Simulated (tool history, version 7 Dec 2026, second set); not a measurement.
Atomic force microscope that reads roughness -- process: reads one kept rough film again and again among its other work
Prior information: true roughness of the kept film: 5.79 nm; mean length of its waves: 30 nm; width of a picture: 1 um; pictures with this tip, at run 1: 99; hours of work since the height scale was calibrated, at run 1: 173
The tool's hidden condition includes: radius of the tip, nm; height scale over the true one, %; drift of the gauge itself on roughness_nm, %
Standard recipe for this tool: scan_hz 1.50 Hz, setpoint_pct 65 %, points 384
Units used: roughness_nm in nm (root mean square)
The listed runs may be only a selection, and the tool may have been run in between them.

| run | hour | scan_hz | setpoint_pct | points | pictures with this tip | hours of work since the height scale was calibrated | roughness_nm |
|---|---|---|---|---|---|---|---|
| 1 | 0.0 | 1.50 | 65 | 384 | 99 | 173 | 4.972 |
|  | 15.8 | new tip fitted |
| 2 | 17.9 | 1.50 | 65 | 384 | 2 | 180 | 5.002 |
| 3 | 37.6 | 1.50 | 65 | 384 | 29 | 189 | 4.980 |
| 4 | 59.4 | 1.50 | 65 | 384 | 57 | 198 | 4.946 |
| 5 | 77.1 | 1.50 | 65 | 384 | 81 | 206 | 4.948 |
| 6 | 89.7 | 1.50 | 65 | 384 | 98 | 211 | 4.985 |
|  | 107.8 | new tip fitted |
| 7 | 109.8 | 1.50 | 65 | 384 | 3 | 220 | 5.034 |
| 8 | 133.0 | 1.50 | 65 | 384 | 33 | 230 | 4.965 |
| 9 | 151.8 | 1.68 | 65 | 384 | 58 | 238 | 4.977 |
| 10 | 167.3 | 1.91 | 59 | 708 | 79 | 244 | 5.013 |
| 11 | 191.2 | 1.91 | 59 | 1005 | 110 | 255 | 5.036 |
|  | 198.5 | new tip fitted |
| 12 | 206.5 | 1.34 | 69 | 877 | 11 | 261 | 5.017 |
| 13 | 223.9 | 1.24 | 58 | 559 | 34 | 269 | 5.059 |
| 14 | 248.5 | 1.24 | 85 | 279 | 67 | 279 | 4.800 |
| 15 | 263.3 | 1.24 | 85 | 279 | 86 | 286 | 4.772 |
| 16 | 285.0 | 1.24 | 85 | 279 | 115 | 295 | 4.786 |
|  | 288.9 | new tip fitted |
| 17 | 301.7 | 1.24 | 85 | 279 | 17 | 302 | 4.799 |
| 18 | 313.8 | 1.24 | 85 | 279 | 33 | 307 | 4.809 |

5 ways to go on from here, each from the tool as it stands after run 18. What would each give?
| A | 326.4 | 0.60 | 85 | 595 | 50 | 313 | ? |
| B | 326.4 | 0.96 | 65 | 384 | 50 | 313 | ? |
| C | 326.4 | 1.50 | 61 | 384 | 50 | 313 | ? |
| D | 326.4 | 1.35 | 65 | 491 | 50 | 313 | ? |
| E | 326.4 | 1.17 | 73 | 909 | 50 | 313 | ? |

| run | roughness_nm |
|---|---|
| A | 5.027 |
| B | 5.022 |
| C | 4.996 |
| D | 4.975 |
| E | 4.994 |
What these runs would have given with no unlogged condition in the tool:
| run | roughness_nm |
|---|---|
| A | 5.036 |
| B | 5.031 |
| C | 5.004 |
| D | 4.983 |
| E | 5.002 |
